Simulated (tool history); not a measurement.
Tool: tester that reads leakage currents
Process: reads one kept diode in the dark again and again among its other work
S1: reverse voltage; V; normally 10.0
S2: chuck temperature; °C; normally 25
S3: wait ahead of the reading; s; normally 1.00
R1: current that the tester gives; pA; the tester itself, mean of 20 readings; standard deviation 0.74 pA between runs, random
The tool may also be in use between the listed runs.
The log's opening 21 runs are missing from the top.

Run 22, hour 2740.9: usual settings but S2 45 °C, S3 0.41 s. Result: R1 1130.31 pA.
Run 23, hour 2912.2: usual settings but S1 1.4 V, S2 45 °C, S3 0.41 s. Result: R1 506.27 pA.
Run 24, hour 3062.0: usual settings but S1 1.4 V, S2 45 °C, S3 0.41 s. Result: R1 510.60 pA.
Run 25, hour 3160.2: usual settings but S1 1.7 V, S2 40 °C, S3 4.50 s. Result: R1 378.87 pA.
Run 26, hour 3269.3: usual settings but S1 1.7 V, S2 40 °C, S3 4.50 s. Result: R1 381.44 pA.
At hour 3288.0: probe card cleaned and baked.
Run 27, hour 3366.6: usual settings but S1 10.9 V, S3 0.90 s. Result: R1 253.57 pA.
Run 28, hour 3496.2: usual settings but S1 2.2 V, S2 44 °C, S3 2.67 s. Result: R1 565.10 pA.
Run 29, hour 3658.0: usual settings but S1 2.2 V, S2 44 °C, S3 2.67 s. Result: R1 565.11 pA.
Run 30, hour 3744.3: usual settings but S1 9.2 V, S2 42 °C, S3 1.18 s. Result: R1 870.07 pA.
Run 31, hour 3851.6: usual settings but S1 1.1 V, S2 37 °C, S3 7.83 s. Result: R1 254.74 pA.
At hour 3915.6: chuck's temperature calibrated.
Run 32, hour 4040.3: usual settings but S1 1.1 V, S2 41 °C, S3 0.42 s. Result: R1 343.80 pA.
Run 33, hour 4125.1: usual settings but S1 1.1 V, S2 53 °C, S3 0.59 s. Result: R1 809.61 pA.
Run 34, hour 4219.4: usual settings but S1 4.7 V, S2 42 °C. Result: R1 669.86 pA.
Run 35, hour 4341.3: usual settings but S3 4.79 s. Result: R1 243.20 pA.
Run 36, hour 4482.0: usual settings but S1 14.7 V, S2 30 °C, S3 4.79 s. Result: R1 424.64 pA.
Run 37, hour 4610.5: usual settings but S1 5.2 V, S2 51 °C, S3 4.79 s. Result: R1 1316.21 pA.
Run 38, hour 4731.6: usual settings but S1 5.2 V, S2 47 °C, S3 4.79 s. Result: R1 991.63 pA.

4 ways to go on from here, each from the tool as it stands after run 38. What would each give?
Run A, hour 4918.0: usual settings but S1 10.5 V, S2 28 °C, S3 0.51 s. Result: R1 ?.
Run B, hour 4918.0: usual settings but S3 0.95 s. Result: R1 ?.
Run C, hour 4918.0: usual settings but S1 5.3 V, S2 40 °C, S3 0.37 s. Result: R1 ?.
Run D, hour 4918.0: usual settings but S1 1.6 V, S2 32 °C. Result: R1 ?.

run      R1
  A  320.91
  B  244.74
  C  603.69
  D  203.52
With no hidden state in the tool, these same runs would have given:
run      R1
  A  321.09
  B  244.85
  C  604.30
  D  203.74
